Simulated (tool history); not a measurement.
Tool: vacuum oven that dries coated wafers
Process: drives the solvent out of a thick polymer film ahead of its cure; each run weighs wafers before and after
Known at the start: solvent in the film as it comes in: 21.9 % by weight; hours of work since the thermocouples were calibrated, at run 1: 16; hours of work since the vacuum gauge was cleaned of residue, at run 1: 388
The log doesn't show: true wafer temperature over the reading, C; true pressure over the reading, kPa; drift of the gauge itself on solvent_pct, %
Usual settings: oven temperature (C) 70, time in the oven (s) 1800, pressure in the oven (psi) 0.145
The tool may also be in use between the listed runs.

run   hour  oven temperature (C)  time in the oven (s)  pressure in the oven (psi)  hours of work since the thermocouples were calibrated  hours of work since the vacuum gauge was cleaned of residue  solvent left in the film (%)
  1      0                    70                  1800                       0.145                                                     16                                                          388                          5.03
  2   14.6                    70                  1800                       0.145                                                     24                                                          396                          5.05
  3     37                    70                  1800                       0.145                                                     36                                                          408                          5.02
  4   62.1                    70                  1800                       0.145                                                     50                                                          421                          5.05
  5   81.4                    70                  1800                       0.145                                                     60                                                          432                          5.08
  6  110.7                    70                  1800                       0.145                                                     76                                                          448                          5.04
  7  138.8                    70                  1800                       0.145                                                     91                                                          463                          5.09
  8  153.1                    70                  1800                       0.145                                                     99                                                          471                          4.98
  9  168.3                    70                  1800                       0.102                                                    107                                                          479                          4.95
 10  196.1                    80                  1800                       0.145                                                    122                                                          494                          2.61
 11  218.5                    80                  1200                       0.145                                                    135                                                          506                          4.87
 12  243.3                    80                  1200                       0.145                                                    148                                                          520                          4.89
 13  267.3                    70                  2940                       0.145                                                    161                                                          533                           2.4
 14  287.2                    70                  2940                       0.145                                                    172                                                          543                          2.36
 15  299.2                    70                  2940                       0.145                                                    178                                                          550                           2.4
 16  319.4                    70                  2940                       0.145                                                    189                                                          561                          2.37
 17  333.6                    70                  2160                       0.145                                                    197                                                          568                          3.96
 18  346.2                    70                  1380                       0.145                                                    204                                                          575                          6.67
 19  366.4                    70                  1380                       0.145                                                    215                                                          586                          6.74
 20  387.3                    70                  1380                       0.145                                                    226                                                          598                          6.68
 21    415                    70                  1380                       0.145                                                    241                                                          613                          6.68
 22  442.5                    70                  1380                       0.145                                                    256                                                          627                          6.63
 23  459.1                    70                  1380                       0.145                                                    265                                                          636                          6.67
 24  475.2                    70                  1800                       0.145                                                    274                                                          645                          4.99
 25  497.4                    70                  1800                       0.145                                                    286                                                          657                          4.99
 26  509.2                    70                  2940                       0.432                                                    292                                                          664                          2.91
 27  533.9                    70                  2940                       0.432                                                    305                                                          677                          2.89
     537.4  -- vacuum gauge cleaned of residue and calibrated
 28  552.2                    61                  2940                       0.455                                                    314                                                            8                           5.3
 29  576.4                    61                  2940                       0.455                                                    328                                                           21                          5.32
 30  588.2                    80                  1440                       0.455                                                    334                                                           28                          4.16
 31  609.5                    63                  2940                       0.508                                                    345                                                           39                          4.83
     613.1  -- vacuum gauge cleaned of residue and calibrated, once more
 32  635.9                    75                  2940                       0.106                                                    359                                                           12                          1.37
 33  663.1                    75                  2940                       0.106                                                    374                                                           27                          1.38
 34  688.9                    66                  1920                       0.145                                                    388                                                           41                          5.62
 35  717.3                    66                  1920                       0.145                                                    403                                                           56                          5.62
 36  741.8                    78                  2580                        0.08                                                    416                                                           70                          1.35
 37  766.5                    78                  2580                        0.08                                                    430                                                           83                          1.35
 38  791.8                    75                  1620                       0.254                                                    443                                                           97                          4.33
 39  813.9                    73                  1080                       0.167                                                    455                                                          109                          7.33
 40  833.9                    84                  1080                       0.281                                                    466                                                          120                          4.54
 41  856.2                    84                  1080                       0.281                                                    478                                                          132                          4.54
 42  883.4                    84                  1080                       0.281                                                    493                                                          146                          4.56
 43  906.5                    73                  1320                       0.313                                                    505                                                          159                          6.21
 44  924.8                    70                  2700                       0.145                                                    515                                                          169                          2.65
 45  939.8                    70                  2700                       0.145                                                    523                                                          177                          2.64
 46  956.4                    70                  1800                       0.145                                                    532                                                          186                          4.86
 47  979.4                    61                   900                       0.277                                                    545                                                          198                         11.73

Hidden state or all else? Some run-to-run changes of solvent left in the film (%), split into what the settings, what came in and random variation would give without the hidden state, and what is left for the hidden state (with any gauge scatter that isn't in both results):
Run 33 -> 34: oven temperature (C) 75 -> 66, time in the oven (s) 2940 -> 1920, pressure in the oven (psi) 0.106 -> 0.145. solvent left in the film (%) +4.24: hidden state -0.1, all else +4.34.
Run 35 -> 36: oven temperature (C) 66 -> 78, time in the oven (s) 1920 -> 2580, pressure in the oven (psi) 0.145 -> 0.08. solvent left in the film (%) -4.27: hidden state +0.1, all else -4.37.
Run 37 -> 38: oven temperature (C) 78 -> 75, time in the oven (s) 2580 -> 1620, pressure in the oven (psi) 0.08 -> 0.254. solvent left in the film (%) +2.98: hidden state -0.09, all else +3.07.
Run 46 -> 47: oven temperature (C) 70 -> 61, time in the oven (s) 1800 -> 900, pressure in the oven (psi) 0.145 -> 0.277. solvent left in the film (%) +6.87: hidden state +0.02, all else +6.85.
